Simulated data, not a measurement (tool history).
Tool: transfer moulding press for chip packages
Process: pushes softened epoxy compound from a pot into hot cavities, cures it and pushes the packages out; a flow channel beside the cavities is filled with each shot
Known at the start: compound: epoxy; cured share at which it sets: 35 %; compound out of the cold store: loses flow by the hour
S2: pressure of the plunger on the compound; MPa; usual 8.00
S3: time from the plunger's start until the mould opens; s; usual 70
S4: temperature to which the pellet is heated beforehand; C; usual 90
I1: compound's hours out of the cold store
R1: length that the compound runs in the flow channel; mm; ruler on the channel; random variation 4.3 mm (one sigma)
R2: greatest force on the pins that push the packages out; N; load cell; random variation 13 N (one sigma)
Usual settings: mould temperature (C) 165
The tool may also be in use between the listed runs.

{"run": 1, "hour": 0.0, "mould temperature (C)": 165, "S2": 8.0, "S3": 70, "S4": 90, "I1": 37.8, "R1": 783, "R2": 886}
{"hour": 33.2, "done": "plunger's sealing rings changed"}
{"hour": 34.7, "done": "cavities cleaned with cleaning compound and waxed"}
{"run": 2, "hour": 48.3, "mould temperature (C)": 165, "S2": 8.0, "S3": 70, "S4": 85, "I1": 28.6, "R1": 855, "R2": 811}
{"hour": 88.4, "done": "cavities cleaned with cleaning compound and waxed"}
{"hour": 136.1, "done": "cavities cleaned with cleaning compound and waxed"}
{"run": 3, "hour": 141.8, "mould temperature (C)": 165, "S2": 8.0, "S3": 70, "S4": 85, "I1": 23.7, "R1": 847, "R2": 732}
{"hour": 184.4, "done": "cavities cleaned with cleaning compound and waxed"}
{"run": 4, "hour": 184.4, "mould temperature (C)": 165, "S2": 8.0, "S3": 70, "S4": 85, "I1": 24.3, "R1": 843, "R2": 629}
{"hour": 193.0, "done": "plunger's sealing rings changed"}
{"hour": 233.9, "done": "cavities cleaned with cleaning compound and waxed"}
{"run": 5, "hour": 260.5, "mould temperature (C)": 165, "S2": 8.0, "S3": 103, "S4": 90, "I1": 31.1, "R1": 823, "R2": 632}
{"hour": 282.7, "done": "cavities cleaned with cleaning compound and waxed"}
{"run": 6, "hour": 320.5, "mould temperature (C)": 170, "S2": 8.0, "S3": 70, "S4": 90, "I1": 33.4, "R1": 793, "R2": 781}
{"hour": 333.9, "done": "cavities cleaned with cleaning compound and waxed"}
{"hour": 354.8, "done": "plunger's sealing rings changed"}
{"hour": 385.8, "done": "cavities cleaned with cleaning compound and waxed"}
{"run": 7, "hour": 419.7, "mould temperature (C)": 165, "S2": 8.0, "S3": 70, "S4": 90, "I1": 18.5, "R1": 886, "R2": 1000}
{"hour": 435.7, "done": "cavities cleaned with cleaning compound and waxed"}
{"hour": 482.7, "done": "cavities cleaned with cleaning compound and waxed"}
{"run": 8, "hour": 502.9, "mould temperature (C)": 165, "S2": 8.0, "S3": 70, "S4": 83, "I1": 16.9, "R1": 871, "R2": 860}
{"hour": 518.2, "done": "plunger's sealing rings changed"}
{"hour": 534.9, "done": "cavities cleaned with cleaning compound and waxed"}
{"run": 9, "hour": 555.6, "mould temperature (C)": 165, "S2": 8.0, "S3": 70, "S4": 83, "I1": 47.7, "R1": 759, "R2": 822}
{"hour": 587.8, "done": "cavities cleaned with cleaning compound and waxed"}
{"hour": 642.9, "done": "cavities cleaned with cleaning compound and waxed"}
{"run": 10, "hour": 652.3, "mould temperature (C)": 166, "S2": 8.0, "S3": 70, "S4": 90, "I1": 30.6, "R1": 800, "R2": 677}
{"hour": 679.8, "done": "plunger's sealing rings changed"}
{"hour": 693.9, "done": "cavities cleaned with cleaning compound and waxed"}
{"hour": 740.6, "done": "cavities cleaned with cleaning compound and waxed"}
{"run": 11, "hour": 749.6, "mould temperature (C)": 165, "S2": 8.0, "S3": 70, "S4": 90, "I1": 41.8, "R1": 770, "R2": 715}
{"hour": 792.6, "done": "cavities cleaned with cleaning compound and waxed"}
{"run": 12, "hour": 822.3, "mould temperature (C)": 165, "S2": 8.0, "S3": 70, "S4": 90, "I1": 37.8, "R1": 769, "R2": 886}
{"hour": 840.2, "done": "plunger's sealing rings changed"}
{"hour": 841.7, "done": "cavities cleaned with cleaning compound and waxed"}
{"hour": 863.4, "done": "mould's thermocouples calibrated"}
{"hour": 895.1, "done": "cavities cleaned with cleaning compound and waxed"}
{"run": 13, "hour": 895.1, "mould temperature (C)": 169, "S2": 8.0, "S3": 70, "S4": 91, "I1": 11.2, "R1": 919, "R2": 495}
{"hour": 946.0, "done": "cavities cleaned with cleaning compound and waxed"}
{"run": 14, "hour": 946.0, "mould temperature (C)": 158, "S2": 8.0, "S3": 70, "S4": 90, "I1": 47.7, "R1": 765, "R2": 1008}
{"hour": 994.8, "done": "cavities cleaned with cleaning compound and waxed"}
{"hour": 1003.5, "done": "plunger's sealing rings changed"}
{"run": 15, "hour": 1024.9, "mould temperature (C)": 162, "S2": 6.68, "S3": 62, "S4": 96, "I1": 8.2, "R1": 872, "R2": 1798}
{"hour": 1049.9, "done": "cavities cleaned with cleaning compound and waxed"}
{"hour": 1100.7, "done": "cavities cleaned with cleaning compound and waxed"}
{"run": 16, "hour": 1121.4, "mould temperature (C)": 162, "S2": 6.68, "S3": 62, "S4": 96, "I1": 12.6, "R1": 823, "R2": 1604}
{"hour": 1151.3, "done": "cavities cleaned with cleaning compound and waxed"}
{"hour": 1166.8, "done": "plunger's sealing rings changed"}
{"hour": 1200.9, "done": "cavities cleaned with cleaning compound and waxed"}
{"run": 17, "hour": 1212.0, "mould temperature (C)": 162, "S2": 6.68, "S3": 62, "S4": 96, "I1": 8.3, "R1": 865, "R2": 1390}
{"hour": 1252.1, "done": "cavities cleaned with cleaning compound and waxed"}
{"run": 18, "hour": 1296.4, "mould temperature (C)": 161, "S2": 8.0, "S3": 70, "S4": 90, "I1": 26.6, "R1": 844, "R2": 1439}
{"hour": 1302.9, "done": "cavities cleaned with cleaning compound and waxed"}
{"hour": 1325.2, "done": "plunger's sealing rings changed"}
{"hour": 1355.0, "done": "cavities cleaned with cleaning compound and waxed"}
{"run": 19, "hour": 1379.4, "mould temperature (C)": 161, "S2": 8.0, "S3": 70, "S4": 90, "I1": 46.8, "R1": 765, "R2": 1096}
{"hour": 1403.2, "done": "cavities cleaned with cleaning compound and waxed"}
{"hour": 1452.8, "done": "cavities cleaned with cleaning compound and waxed"}
{"run": 20, "hour": 1461.3, "mould temperature (C)": 168, "S2": 8.24, "S3": 68, "S4": 90, "I1": 24.1, "R1": 840, "R2": 660}

Forecast run 21:
{"hour": 1484.0, "done": "plunger's sealing rings changed"}
{"hour": 1505.4, "done": "cavities cleaned with cleaning compound and waxed"}
{"hour": 1555.2, "done": "cavities cleaned with cleaning compound and waxed"}
{"run": 21, "hour": 1559.7, "mould temperature (C)": 161, "S2": 9.41, "S3": 72, "S4": 90, "I1": 24.8, "R1": "?", "R2": "?"}

Run 21 gave R1 933 mm, R2 838 N.
Without the tool's hidden state the same run would have given R1 952 mm, R2 836 N.
